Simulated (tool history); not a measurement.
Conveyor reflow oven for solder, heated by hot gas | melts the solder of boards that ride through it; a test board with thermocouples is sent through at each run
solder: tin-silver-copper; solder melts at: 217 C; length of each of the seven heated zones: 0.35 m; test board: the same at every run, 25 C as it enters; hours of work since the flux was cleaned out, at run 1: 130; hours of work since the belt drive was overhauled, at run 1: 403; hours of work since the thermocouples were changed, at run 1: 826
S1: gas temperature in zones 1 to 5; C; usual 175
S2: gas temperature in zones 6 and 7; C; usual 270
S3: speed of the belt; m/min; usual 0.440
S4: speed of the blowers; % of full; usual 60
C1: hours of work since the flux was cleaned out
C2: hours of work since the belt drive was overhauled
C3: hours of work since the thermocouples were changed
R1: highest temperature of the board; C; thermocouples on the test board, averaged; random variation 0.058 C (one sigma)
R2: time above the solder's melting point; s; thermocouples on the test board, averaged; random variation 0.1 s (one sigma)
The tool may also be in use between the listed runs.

run 1 hour=0.0 | S1=175 S2=270 S3=0.440 S4=60 | C1=130 C2=403 C3=826 | R1=248.49 R2=66.5
run 2 hour=10.3 | S1=175 S2=270 S3=0.440 S4=60 | C1=137 C2=410 C3=834 | R1=248.51 R2=66.7
run 3 hour=21.1 | S1=175 S2=270 S3=0.440 S4=60 | C1=145 C2=418 C3=842 | R1=248.33 R2=66.3
run 4 hour=41.3 | S1=175 S2=270 S3=0.440 S4=60 | C1=160 C2=433 C3=857 | R1=248.28 R2=66.2
run 5 hour=53.1 | S1=175 S2=270 S3=0.440 S4=60 | C1=169 C2=442 C3=865 | R1=248.14 R2=66.1
-- hour=62.9 flux residue cleaned out of gas plates and filters
run 6 hour=75.7 | S1=175 S2=270 S3=0.440 S4=60 | C1=9 C2=455 C3=878 | R1=249.88 R2=68.3
run 7 hour=96.3 | S1=175 S2=270 S3=0.440 S4=60 | C1=25 C2=470 C3=893 | R1=249.65 R2=68.3
run 8 hour=109.3 | S1=175 S2=270 S3=0.440 S4=60 | C1=34 C2=479 C3=903 | R1=249.64 R2=68.0
run 9 hour=127.3 | S1=175 S2=270 S3=0.440 S4=60 | C1=47 C2=492 C3=916 | R1=249.54 R2=68.0
run 10 hour=136.8 | S1=175 S2=270 S3=0.440 S4=60 | C1=54 C2=499 C3=923 | R1=249.48 R2=67.7
run 11 hour=149.2 | S1=175 S2=270 S3=0.440 S4=60 | C1=63 C2=509 C3=932 | R1=249.36 R2=68.0
run 12 hour=167.9 | S1=175 S2=270 S3=0.440 S4=60 | C1=77 C2=522 C3=946 | R1=249.27 R2=67.5
run 13 hour=180.7 | S1=175 S2=270 S3=0.440 S4=60 | C1=86 C2=532 C3=955 | R1=249.19 R2=67.7
run 14 hour=201.1 | S1=175 S2=263 S3=0.440 S4=60 | C1=101 C2=547 C3=970 | R1=243.46 R2=61.2
run 15 hour=210.8 | S1=175 S2=263 S3=0.440 S4=60 | C1=109 C2=554 C3=977 | R1=243.34 R2=61.0
run 16 hour=228.1 | S1=175 S2=270 S3=0.440 S4=60 | C1=121 C2=566 C3=990 | R1=249.06 R2=67.2
run 17 hour=245.2 | S1=166 S2=270 S3=0.440 S4=63 | C1=134 C2=579 C3=1003 | R1=247.81 R2=62.3
run 18 hour=262.4 | S1=166 S2=270 S3=0.440 S4=63 | C1=146 C2=592 C3=1015 | R1=247.78 R2=62.2
run 19 hour=271.6 | S1=175 S2=270 S3=0.435 S4=53 | C1=153 C2=598 C3=1022 | R1=246.76 R2=65.0
run 20 hour=290.6 | S1=175 S2=270 S3=0.351 S4=72 | C1=167 C2=612 C3=1036 | R1=258.96 R2=98.9
-- hour=302.5 flux residue cleaned out of gas plates and filters
run 21 hour=315.9 | S1=167 S2=270 S3=0.351 S4=72 | C1=10 C2=627 C3=1051 | R1=259.10 R2=95.7
run 22 hour=333.6 | S1=165 S2=267 S3=0.408 S4=75 | C1=23 C2=640 C3=1064 | R1=252.31 R2=74.1
run 23 hour=345.4 | S1=181 S2=270 S3=0.436 S4=89 | C1=31 C2=649 C3=1073 | R1=258.14 R2=81.5
run 24 hour=362.6 | S1=181 S2=278 S3=0.372 S4=89 | C1=44 C2=661 C3=1085 | R1=269.14 R2=104.0
run 25 hour=378.3 | S1=164 S2=258 S3=0.510 S4=62 | C1=56 C2=673 C3=1097 | R1=232.37 R2=33.4
run 26 hour=399.5 | S1=175 S2=270 S3=0.387 S4=60 | C1=71 C2=688 C3=1112 | R1=254.17 R2=83.9
run 27 hour=412.5 | S1=175 S2=270 S3=0.387 S4=60 | C1=81 C2=698 C3=1122 | R1=254.10 R2=84.2
run 28 hour=421.3 | S1=175 S2=270 S3=0.387 S4=60 | C1=87 C2=704 C3=1128 | R1=253.95 R2=84.0
-- hour=432.8 thermocouples of zones 6 and 7 changed
run 29 hour=437.6 | S1=175 S2=270 S3=0.387 S4=60 | C1=98 C2=715 C3=3 | R1=252.71 R2=82.6
run 30 hour=455.8 | S1=175 S2=268 S3=0.428 S4=60 | C1=111 C2=728 C3=17 | R1=247.52 R2=67.9
run 31 hour=467.7 | S1=185 S2=260 S3=0.437 S4=57 | C1=120 C2=737 C3=26 | R1=241.57 R2=64.6

Hidden state or all else? Some run-to-run changes of R1, split into what the settings, what came in and random variation would give without the hidden state, and what is left for the hidden state (with any gauge scatter that isn't in both results):
The hidden state here: heat that the gas passes to the board, % of a clean oven's; belt's true speed, % of the reading; true gas temperature in zones 6 and 7 over the reading, C; drift of the gauge itself on peak_c, C; drift of the gauge itself on liquid_s, %.
Run 5 -> 6: flux residue cleaned out of gas plates and filters. R1 +1.74 C: hidden state +1.58, all else +0.16.
Run 19 -> 20: S3 0.435 -> 0.351, S4 53 -> 72. R1 +12.20 C: hidden state +0.13, all else +12.07.
Run 20 -> 21: S1 175 -> 167, flux residue cleaned out of gas plates and filters. R1 +0.14 C: hidden state +1.16, all else -1.02.
Run 24 -> 25: S1 181 -> 164, S2 278 -> 258, S3 0.372 -> 0.510, S4 89 -> 62. R1 -36.77 C: hidden state -0.22, all else -36.55.
Run 25 -> 26: S1 164 -> 175, S2 258 -> 270, S3 0.510 -> 0.387, S4 62 -> 60. R1 +21.80 C: hidden state +0.08, all else +21.72.
Run 28 -> 29: thermocouples of zones 6 and 7 changed. R1 -1.24 C: hidden state -1.36, all else +0.12.
